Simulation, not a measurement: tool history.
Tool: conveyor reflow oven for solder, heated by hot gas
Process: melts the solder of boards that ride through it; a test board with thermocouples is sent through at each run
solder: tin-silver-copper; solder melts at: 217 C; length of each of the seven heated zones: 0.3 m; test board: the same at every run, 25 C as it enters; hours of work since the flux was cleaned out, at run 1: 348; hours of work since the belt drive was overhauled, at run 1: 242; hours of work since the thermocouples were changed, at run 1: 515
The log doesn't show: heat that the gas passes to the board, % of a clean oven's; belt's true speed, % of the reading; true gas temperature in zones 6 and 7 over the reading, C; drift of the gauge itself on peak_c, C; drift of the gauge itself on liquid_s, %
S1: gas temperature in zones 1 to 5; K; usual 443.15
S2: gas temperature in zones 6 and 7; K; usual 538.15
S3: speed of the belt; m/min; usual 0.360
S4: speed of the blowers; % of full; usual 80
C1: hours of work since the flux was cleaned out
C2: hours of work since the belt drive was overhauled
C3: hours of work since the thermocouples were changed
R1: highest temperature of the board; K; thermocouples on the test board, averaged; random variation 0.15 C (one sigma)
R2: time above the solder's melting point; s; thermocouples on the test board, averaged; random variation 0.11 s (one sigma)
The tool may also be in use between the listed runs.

Run 1, hour 0.0: usual settings; C1 348; C2 242; C3 515. Result: R1 522.25 K, R2 71.0 s.
Run 2, hour 10.1: usual settings but S4 89 % of full; C1 354; C2 247; C3 520. Result: R1 524.15 K, R2 73.8 s.
Run 3, hour 21.4: usual settings but S4 53 % of full; C1 360; C2 253; C3 527. Result: R1 513.35 K, R2 55.9 s.
Run 4, hour 32.5: usual settings but S4 53 % of full; C1 366; C2 259; C3 532. Result: R1 513.05 K, R2 55.7 s.
At hour 47.4: flux residue cleaned out of gas plates and filters.
Run 5, hour 48.3: usual settings but S4 53 % of full; C1 0; C2 265; C3 538. Result: R1 512.55 K, R2 54.4 s.
Run 6, hour 58.5: usual settings but S2 529.15 K; C1 6; C2 270; C3 544. Result: R1 513.65 K, R2 60.6 s.
Run 7, hour 66.5: usual settings but S2 529.15 K; C1 10; C2 275; C3 548. Result: R1 513.45 K, R2 60.7 s.
Run 8, hour 75.8: usual settings but S2 531.15 K; C1 15; C2 280; C3 553. Result: R1 515.15 K, R2 62.9 s.
Run 9, hour 86.2: usual settings but S2 531.15 K; C1 21; C2 285; C3 559. Result: R1 515.55 K, R2 62.7 s.
At hour 93.4: flux residue cleaned out of gas plates and filters, once more.
Run 10, hour 97.3: usual settings but S3 0.366 m/min; C1 2; C2 288; C3 562. Result: R1 522.65 K, R2 70.7 s.
Run 11, hour 104.5: usual settings but S3 0.366 m/min; C1 6; C2 292; C3 566. Result: R1 522.55 K, R2 70.4 s.
Run 12, hour 112.5: usual settings but S3 0.366 m/min; C1 10; C2 297; C3 570. Result: R1 522.65 K, R2 70.3 s.
Run 13, hour 122.5: usual settings; C1 16; C2 302; C3 575. Result: R1 523.15 K, R2 72.2 s.
Run 14, hour 130.4: usual settings; C1 20; C2 306; C3 580. Result: R1 523.25 K, R2 72.3 s.
Run 15, hour 137.3: usual settings; C1 24; C2 310; C3 583. Result: R1 522.95 K, R2 72.1 s.
Run 16, hour 145.6: usual settings but S1 433.15 K, S2 551.15 K, S3 0.320 m/min; C1 28; C2 314; C3 588. Result: R1 536.85 K, R2 90.1 s.
Run 17, hour 157.0: usual settings but S1 449.15 K, S2 533.15 K, S3 0.352 m/min, S4 86 % of full; C1 34; C2 320; C3 594. Result: R1 521.35 K, R2 76.0 s.
Run 18, hour 162.5: usual settings but S1 449.15 K, S2 543.15 K, S3 0.309 m/min, S4 86 % of full; C1 37; C2 323; C3 597. Result: R1 533.35 K, R2 98.8 s.
Run 19, hour 173.5: usual settings but S2 534.15 K, S3 0.364 m/min; C1 43; C2 329; C3 603. Result: R1 519.05 K, R2 67.3 s.
Run 20, hour 184.5: usual settings but S1 432.15 K, S3 0.338 m/min, S4 73 % of full; C1 49; C2 335; C3 609. Result: R1 521.45 K, R2 70.3 s.
Run 21, hour 193.8: usual settings but S1 432.15 K, S3 0.338 m/min, S4 73 % of full; C1 54; C2 340; C3 613. Result: R1 521.25 K, R2 69.9 s.

Run 22 comes next. What will it give?
Run 22, hour 200.4: usual settings but S1 432.15 K, S3 0.338 m/min, S4 73 % of full; C1 57; C2 344; C3 617. Result: R1 ?, R2 ?.

{"run 22": {"R1": 521.25, "R2": 70.1}}
Without the tool's hidden state the same run would have given R1 522.85 K, R2 71.6 s.
